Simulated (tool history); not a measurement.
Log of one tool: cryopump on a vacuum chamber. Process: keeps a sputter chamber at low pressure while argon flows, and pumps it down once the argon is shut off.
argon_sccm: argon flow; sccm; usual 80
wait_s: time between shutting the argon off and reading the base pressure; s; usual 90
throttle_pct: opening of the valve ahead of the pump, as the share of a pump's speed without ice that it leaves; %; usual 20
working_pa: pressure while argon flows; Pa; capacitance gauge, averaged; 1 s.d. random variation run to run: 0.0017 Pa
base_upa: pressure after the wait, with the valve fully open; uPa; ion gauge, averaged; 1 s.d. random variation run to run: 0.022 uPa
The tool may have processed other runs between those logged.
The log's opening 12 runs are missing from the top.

run    hour  argon_sccm  wait_s  throttle_pct  hours of work since the pump was warmed up and emptied  hours of work since the cold head was overhauled  hours of work since the chamber's fittings were tightened  working_pa  base_upa
 13   611.2          80      90            20                                                     555                                               555                                                       2402      0.4202      1.48
 14   675.4          80      90            32                                                     584                                               584                                                       2431      0.2668      1.56
 15   742.6          80      90            32                                                     615                                               615                                                       2461      0.2690      1.54
 16   807.9          80      90            32                                                     644                                               644                                                       2491      0.2673      1.54
 17   857.8          80      90            32                                                     667                                               667                                                       2513      0.2674      1.51
 18   924.5          98      93            25                                                     697                                               697                                                       2543      0.4192      1.54
 19   981.1          98      93            33                                                     722                                               722                                                       2569      0.3216      1.58
 20  1014.6         120     116            23                                                     737                                               737                                                       2584      0.5516      1.48
 21  1054.0         140      90            47                                                     755                                               755                                                       2602      0.3303      1.57
 22  1122.3         140      90            47                                                     786                                               786                                                       2632      0.3333      1.58
 23  1163.0         140      90            47                                                     804                                               804                                                       2651      0.3337      1.64
 24  1217.3         140      90            47                                                     828                                               828                                                       2675      0.3340      1.65
 25  1248.2         140      90            47                                                     842                                               842                                                       2689      0.3333      1.65
     1257.3  -- pump warmed up, emptied and cooled again
 26  1311.5          80      79            20                                                      24                                               869                                                       2715      0.4127      1.53
 27  1382.8          80      33            22                                                      57                                               901                                                       2748      0.3727      2.35
 28  1424.9         119      90            20                                                      75                                               920                                                       2766      0.6165      1.48
 29  1468.4         119      90            20                                                      95                                               939                                                       2786      0.6115      1.43
 30  1521.4         119      90            20                                                     119                                               963                                                       2810      0.6154      1.54
 31  1582.5          48     131            18                                                     146                                               991                                                       2837      0.2738      1.42
 32  1632.6          38     146            34                                                     169                                              1013                                                       2860      0.1171      1.38
 33  1668.7          38     146            34                                                     185                                              1030                                                       2876      0.1179      1.34
 34  1733.9          56      22            20                                                     215                                              1059                                                       2906      0.2909      3.03

Here are 4 independent what-if runs from the current tool condition. What would each one return?
  A  1784.4          60     244            20                                                     237                                              1082                                                       2928           ?         ?
  B  1784.4          71      22            27                                                     237                                              1082                                                       2928           ?         ?
  C  1784.4          56      22            16                                                     237                                              1082                                                       2928           ?         ?
  D  1784.4          84      79            18                                                     237                                              1082                                                       2928           ?         ?

run  working_pa  base_upa
  A      0.3121      1.31
  B      0.2760      3.01
  C      0.3641      3.00
  D      0.4824      1.63
Take away the tool's hidden state, keep each run's random variation, and the runs would have read:
run  working_pa  base_upa
  A      0.3086      0.36
  B      0.2718      2.04
  C      0.3608      2.03
  D      0.4776      0.66
